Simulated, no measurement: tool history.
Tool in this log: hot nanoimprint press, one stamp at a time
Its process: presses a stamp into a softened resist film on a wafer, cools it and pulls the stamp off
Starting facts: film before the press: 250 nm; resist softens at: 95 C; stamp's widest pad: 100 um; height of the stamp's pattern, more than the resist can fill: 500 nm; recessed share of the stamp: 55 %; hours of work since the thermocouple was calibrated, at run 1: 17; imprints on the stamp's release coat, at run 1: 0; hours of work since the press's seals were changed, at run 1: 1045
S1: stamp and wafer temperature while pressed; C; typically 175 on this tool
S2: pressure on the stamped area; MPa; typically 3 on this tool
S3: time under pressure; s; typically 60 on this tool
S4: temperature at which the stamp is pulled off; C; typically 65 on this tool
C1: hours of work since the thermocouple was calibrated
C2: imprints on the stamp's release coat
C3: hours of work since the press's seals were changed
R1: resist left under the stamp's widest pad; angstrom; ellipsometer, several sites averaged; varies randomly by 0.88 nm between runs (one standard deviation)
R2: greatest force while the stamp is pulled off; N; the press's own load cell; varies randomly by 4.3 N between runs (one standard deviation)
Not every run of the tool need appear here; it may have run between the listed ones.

| run | hour | S1 | S2 | S3 | S4 | C1 | C2 | C3 | R1 | R2 |
|---|---|---|---|---|---|---|---|---|---|---|
| 1 | 0 | 175 | 3 | 60 | 65 | 17 | 0 | 1045 | 1257 | 220 |
| 2 | 64.3 | 175 | 3 | 60 | 61 | 56 | 262 | 1084 | 1262 | 237 |
| 3 | 118.3 | 175 | 3 | 60 | 61 | 88 | 483 | 1117 | 1285 | 242 |
|  | 181.5 | press's hydraulic seals changed and the load cell set to zero |
| 4 | 197.7 | 175 | 3 | 60 | 61 | 131 | 774 | 10 | 1244 | 246 |
| 5 | 246 | 175 | 3 | 60 | 61 | 161 | 971 | 39 | 1227 | 261 |
|  | 309.1 | stamp cleaned and given a new release coat |
| 6 | 318.6 | 175 | 3 | 60 | 61 | 201 | 39 | 79 | 1242 | 246 |
| 7 | 357.4 | 175 | 3 | 60 | 61 | 224 | 197 | 103 | 1243 | 252 |
| 8 | 399.1 | 175 | 3 | 60 | 61 | 249 | 367 | 128 | 1224 | 247 |
| 9 | 448.9 | 175 | 3 | 60 | 61 | 279 | 570 | 158 | 1255 | 244 |
|  | 479.7 | plate thermocouple calibrated |
| 10 | 530.8 | 175 | 3 | 60 | 61 | 31 | 892 | 205 | 1278 | 265 |
|  | 611.2 | stamp cleaned and given a new release coat |
| 11 | 611.2 | 175 | 3 | 60 | 61 | 76 | 0 | 250 | 1280 | 231 |
| 12 | 645.3 | 175 | 3 | 60 | 61 | 96 | 139 | 271 | 1285 | 242 |
| 13 | 682.9 | 175 | 3 | 60 | 61 | 119 | 292 | 293 | 1262 | 246 |
|  | 695 | plate thermocouple calibrated, once more |
| 14 | 723.7 | 175 | 3 | 44 | 65 | 17 | 446 | 316 | 1393 | 238 |
| 15 | 770 | 175 | 3 | 44 | 65 | 45 | 635 | 344 | 1380 | 233 |
| 16 | 820.1 | 175 | 3 | 60 | 61 | 75 | 839 | 374 | 1247 | 252 |
| 17 | 872 | 175 | 3 | 60 | 61 | 107 | 1051 | 406 | 1256 | 259 |
|  | 912.8 | stamp cleaned and given a new release coat |
| 18 | 915.7 | 182 | 3 | 60 | 65 | 130 | 12 | 428 | 926 | 222 |
| 19 | 963.1 | 182 | 3 | 60 | 65 | 158 | 205 | 457 | 928 | 228 |
| 20 | 1025.9 | 175 | 4.47 | 60 | 68 | 196 | 461 | 495 | 1069 | 228 |
| 21 | 1100.1 | 175 | 4.47 | 60 | 68 | 241 | 764 | 540 | 1085 | 239 |
| 22 | 1159.7 | 175 | 2.34 | 39 | 68 | 277 | 1007 | 576 | 1596 | 236 |
|  | 1193.6 | plate thermocouple calibrated |
| 23 | 1206.1 | 169 | 3 | 66 | 65 | 8 | 1183 | 602 | 1534 | 253 |
|  | 1218.1 | stamp cleaned and given a new release coat |
| 24 | 1271 | 169 | 3 | 66 | 59 | 43 | 216 | 637 | 1540 | 250 |
| 25 | 1323.3 | 169 | 3 | 66 | 59 | 75 | 429 | 669 | 1550 | 250 |
| 26 | 1361.1 | 175 | 3 | 43 | 52 | 97 | 583 | 692 | 1428 | 272 |
| 27 | 1434.3 | 168 | 3 | 60 | 71 | 142 | 882 | 736 | 1670 | 233 |
| 28 | 1496.5 | 168 | 3 | 60 | 71 | 179 | 1135 | 773 | 1655 | 238 |
|  | 1516.4 | stamp cleaned and given a new release coat |
| 29 | 1581.9 | 185 | 3 | 60 | 71 | 227 | 267 | 821 | 831 | 217 |

Across each entry between runs, compare the hidden state at the last listed run before it with the hidden state at the first listed run after it:
In the gap between runs 3 and 4: press's hydraulic seals changed and the load cell set to zero (hour 181.5)
  true temperature over the reading, C: -0.2 -> -0.27; pressure that arrives at the usual setting, %: 91.59 -> 100.08; grip of the stamp's worn release coat, % over a new coat's: 4.8 -> 7.7
  measured value less the no-hidden-state value, R1: +56 -> +14 angstrom; R2: +12 -> +18 N
In the gap between runs 5 and 6: stamp cleaned and given a new release coat (hour 309.1)
  true temperature over the reading, C: -0.32 -> -0.39; pressure that arrives at the usual setting, %: 99.85 -> 99.54; grip of the stamp's worn release coat, % over a new coat's: 9.6 -> 0.4
  measured value less the no-hidden-state value, R1: +17 -> +23 angstrom; R2: +24 -> +2 N
In the gap between runs 9 and 10: plate thermocouple calibrated (hour 479.7)
  true temperature over the reading, C: -0.53 -> -0.88; pressure that arrives at the usual setting, %: 98.9 -> 98.57; grip of the stamp's worn release coat, % over a new coat's: 5.6 -> 8.9
  measured value less the no-hidden-state value, R1: +33 -> +54 angstrom; R2: +14 -> +23 N
In the gap between runs 10 and 11: stamp cleaned and given a new release coat (hour 611.2)
  true temperature over the reading, C: -0.88 -> -0.95; pressure that arrives at the usual setting, %: 98.57 -> 98.22; grip of the stamp's worn release coat, % over a new coat's: 8.9 -> 0
  measured value less the no-hidden-state value, R1: +54 -> +60 angstrom; R2: +23 -> +2 N
In the gap between runs 13 and 14: plate thermocouple calibrated, once more (hour 695)
  true temperature over the reading, C: -1.03 -> -0.32; pressure that arrives at the usual setting, %: 97.91 -> 97.7; grip of the stamp's worn release coat, % over a new coat's: 2.9 -> 4.4
  measured value less the no-hidden-state value, R1: +64 -> +30 angstrom; R2: +10 -> +11 N
In the gap between runs 17 and 18: stamp cleaned and given a new release coat (hour 912.8)
  true temperature over the reading, C: -0.48 -> -0.51; pressure that arrives at the usual setting, %: 97.02 -> 96.85; grip of the stamp's worn release coat, % over a new coat's: 10.4 -> 0.1
  measured value less the no-hidden-state value, R1: +41 -> +34 angstrom; R2: +25 -> +2 N
In the gap between runs 22 and 23: plate thermocouple calibrated (hour 1193.6)
  true temperature over the reading, C: -0.78 -> -0.28; pressure that arrives at the usual setting, %: 95.78 -> 95.59; grip of the stamp's worn release coat, % over a new coat's: 10 -> 11.8
  measured value less the no-hidden-state value, R1: +60 -> +40 angstrom; R2: +23 -> +28 N
In the gap between runs 23 and 24: stamp cleaned and given a new release coat (hour 1218.1)
  true temperature over the reading, C: -0.28 -> -0.34; pressure that arrives at the usual setting, %: 95.59 -> 95.32; grip of the stamp's worn release coat, % over a new coat's: 11.8 -> 2.1
  measured value less the no-hidden-state value, R1: +40 -> +45 angstrom; R2: +28 -> +6 N
In the gap between runs 28 and 29: stamp cleaned and given a new release coat (hour 1516.4)
  true temperature over the reading, C: -0.57 -> -0.66; pressure that arrives at the usual setting, %: 94.23 -> 93.86; grip of the stamp's worn release coat, % over a new coat's: 11.3 -> 2.6
  measured value less the no-hidden-state value, R1: +63 -> +48 angstrom; R2: +25 -> +7 N

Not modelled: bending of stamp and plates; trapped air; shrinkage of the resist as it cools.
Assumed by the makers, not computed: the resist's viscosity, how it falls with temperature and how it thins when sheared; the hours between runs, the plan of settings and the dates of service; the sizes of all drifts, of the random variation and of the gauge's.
